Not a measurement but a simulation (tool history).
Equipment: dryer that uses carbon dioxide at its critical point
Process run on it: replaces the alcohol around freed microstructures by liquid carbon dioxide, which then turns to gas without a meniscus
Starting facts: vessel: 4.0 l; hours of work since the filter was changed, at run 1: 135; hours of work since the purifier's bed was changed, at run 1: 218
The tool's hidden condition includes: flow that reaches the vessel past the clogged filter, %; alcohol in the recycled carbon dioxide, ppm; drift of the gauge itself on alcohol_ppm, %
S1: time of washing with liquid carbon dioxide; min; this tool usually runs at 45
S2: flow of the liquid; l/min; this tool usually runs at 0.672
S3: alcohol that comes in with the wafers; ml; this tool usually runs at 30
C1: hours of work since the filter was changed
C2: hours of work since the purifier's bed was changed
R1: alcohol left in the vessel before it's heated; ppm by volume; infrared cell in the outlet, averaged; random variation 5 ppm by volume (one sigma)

run   hour  S1     S2   S3   C1   C2   R1
  1      0  45  0.672   30  135  218   25
  2   33.4  53  0.672   30  153  236   32
  3   63.1  53  0.672   30  169  252   24
  4   91.3  53  0.672   30  184  267   34
  5  109.5  56  0.672   30  194  277   31
  6  134.1  56  0.672   30  207  290   24
  7  166.6  56  0.672   30  224  307   44
  8  182.3  56  0.672   30  233  316   39
  9  217.2  45  0.672   30  251  334   46
 10  249.8  45  0.672   30  269  352   50
 11    273  45  0.672   30  281  364   44
 12    288  54  0.672   30  289  372   43
 13  305.1  44  0.672   30  299  381   53
 14  339.6  44  0.672   30  317  400   54
 15  370.4  41  0.444   50  334  416  397
 16    398  45  0.815   25  348  431   40
 17  420.1  29  1.103   40  360  443   55
 18  441.4  39  0.679   56  372  454  111
 19  472.7  49  0.672   22  388  471   55
 20  495.1  49  0.672   22  400  483   51
 21  513.2  47  0.974   23  410  493   54
 22  547.6  45  0.666  106  429  511  118

Predict each of these 3 candidate next runs independently; none follows another, all start after run 22:
  A  578.7  44  0.494  71  445  528   ?
  B  578.7  64  0.672  60  445  528   ?
  C  578.7  54  0.802  80  445  528   ?

run   R1
  A  344
  B   51
  C   55
Without the tool's hidden state the same runs would have given:
run   R1
  A  144
  B    5
  C    8
